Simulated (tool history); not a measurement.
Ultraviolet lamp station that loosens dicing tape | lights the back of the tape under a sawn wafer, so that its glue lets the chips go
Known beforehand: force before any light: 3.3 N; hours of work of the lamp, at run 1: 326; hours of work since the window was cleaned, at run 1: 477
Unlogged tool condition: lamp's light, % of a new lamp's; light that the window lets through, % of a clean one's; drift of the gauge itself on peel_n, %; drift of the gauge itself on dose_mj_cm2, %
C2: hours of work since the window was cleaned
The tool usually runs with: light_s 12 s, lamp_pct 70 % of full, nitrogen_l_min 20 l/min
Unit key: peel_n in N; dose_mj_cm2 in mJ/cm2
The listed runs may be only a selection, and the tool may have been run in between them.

run 1 hour=0 | light_s=12 lamp_pct=70 nitrogen_l_min=20 | hours_of_work_of_the_lamp=326 C2=477 | peel_n=0.327 dose_mj_cm2=401
run 2 hour=15.3 | light_s=12 lamp_pct=70 nitrogen_l_min=18 | hours_of_work_of_the_lamp=335 C2=485 | peel_n=0.338 dose_mj_cm2=401
run 3 hour=31.7 | light_s=12 lamp_pct=70 nitrogen_l_min=18 | hours_of_work_of_the_lamp=344 C2=495 | peel_n=0.339 dose_mj_cm2=396
run 4 hour=50.4 | light_s=12 lamp_pct=70 nitrogen_l_min=20 | hours_of_work_of_the_lamp=355 C2=505 | peel_n=0.325 dose_mj_cm2=395
run 5 hour=61.1 | light_s=12 lamp_pct=70 nitrogen_l_min=20 | hours_of_work_of_the_lamp=361 C2=512 | peel_n=0.325 dose_mj_cm2=393
run 6 hour=77.3 | light_s=12 lamp_pct=70 nitrogen_l_min=21 | hours_of_work_of_the_lamp=370 C2=521 | peel_n=0.34 dose_mj_cm2=396
run 7 hour=88.1 | light_s=12 lamp_pct=89 nitrogen_l_min=20 | hours_of_work_of_the_lamp=376 C2=527 | peel_n=0.234 dose_mj_cm2=496
run 8 hour=103.9 | light_s=12 lamp_pct=89 nitrogen_l_min=24 | hours_of_work_of_the_lamp=385 C2=536 | peel_n=0.24 dose_mj_cm2=497
-- hour=105.8 window cleaned of glue's vapour
run 9 hour=117.6 | light_s=12 lamp_pct=70 nitrogen_l_min=20 | hours_of_work_of_the_lamp=393 C2=7 | peel_n=0.364 dose_mj_cm2=364
run 10 hour=130.2 | light_s=11 lamp_pct=70 nitrogen_l_min=11 | hours_of_work_of_the_lamp=400 C2=14 | peel_n=0.549 dose_mj_cm2=329

Run 11 has not been measured yet. What should we expect?
run 11 hour=145.3 | light_s=9 lamp_pct=70 nitrogen_l_min=33 | hours_of_work_of_the_lamp=409 C2=23 | peel_n=? dose_mj_cm2=?

{"run 11": {"peel_n": 0.485, "dose_mj_cm2": 270}}
With no hidden state in the tool, this same run would have given peel_n 0.305 N, dose_mj_cm2 368 mJ/cm2.
